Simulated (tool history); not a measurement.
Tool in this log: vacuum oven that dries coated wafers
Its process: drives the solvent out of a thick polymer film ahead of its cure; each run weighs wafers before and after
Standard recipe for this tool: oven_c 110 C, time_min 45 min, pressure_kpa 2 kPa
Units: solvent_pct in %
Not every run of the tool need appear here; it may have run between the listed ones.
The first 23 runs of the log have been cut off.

| run | hour | oven_c | time_min | pressure_kpa | hours of work since the thermocouples were calibrated | hours of work since the vacuum gauge was cleaned of residue | solvent_pct |
|---|---|---|---|---|---|---|---|
|  | 1979.9 | vacuum gauge cleaned of residue and calibrated |
| 24 | 2035.7 | 110 | 33 | 3.06 | 1107 | 43 | 9.35 |
| 25 | 2100.6 | 122 | 68 | 4.63 | 1157 | 93 | 3.82 |
|  | 2116.7 | oven's thermocouples calibrated |
| 26 | 2219.8 | 122 | 68 | 4.63 | 79 | 183 | 3.23 |
| 27 | 2333.6 | 106 | 45 | 2 | 167 | 270 | 8.03 |
| 28 | 2385.4 | 106 | 45 | 2 | 207 | 310 | 7.93 |
| 29 | 2493.7 | 121 | 30 | 1.18 | 290 | 393 | 3.99 |
| 30 | 2604.1 | 110 | 47 | 2.48 | 375 | 478 | 6.53 |
|  | 2697.9 | vacuum gauge cleaned of residue and calibrated, once more |
| 31 | 2712.7 | 95 | 30 | 2 | 457 | 11 | 13.36 |
| 32 | 2792.3 | 110 | 45 | 7.93 | 518 | 73 | 9.16 |
| 33 | 2914 | 115 | 27 | 2 | 612 | 166 | 6.55 |
| 34 | 2986.1 | 121 | 32 | 1.8 | 667 | 222 | 3.45 |
| 35 | 3064 | 120 | 32 | 3.71 | 727 | 281 | 4.63 |
| 36 | 3191.1 | 120 | 32 | 3.71 | 825 | 379 | 4.72 |
| 37 | 3250.7 | 120 | 35 | 3.71 | 871 | 425 | 4.36 |

What does the tool deliver on the next run?
| 38 | 3349.2 | 116 | 33 | 5.3 | 946 | 501 | ? |

{"run 38": {"solvent_pct": 6.92}}
Were there no unlogged condition in the tool, this run, its random variation unchanged, would have produced solvent_pct 6.06 %.
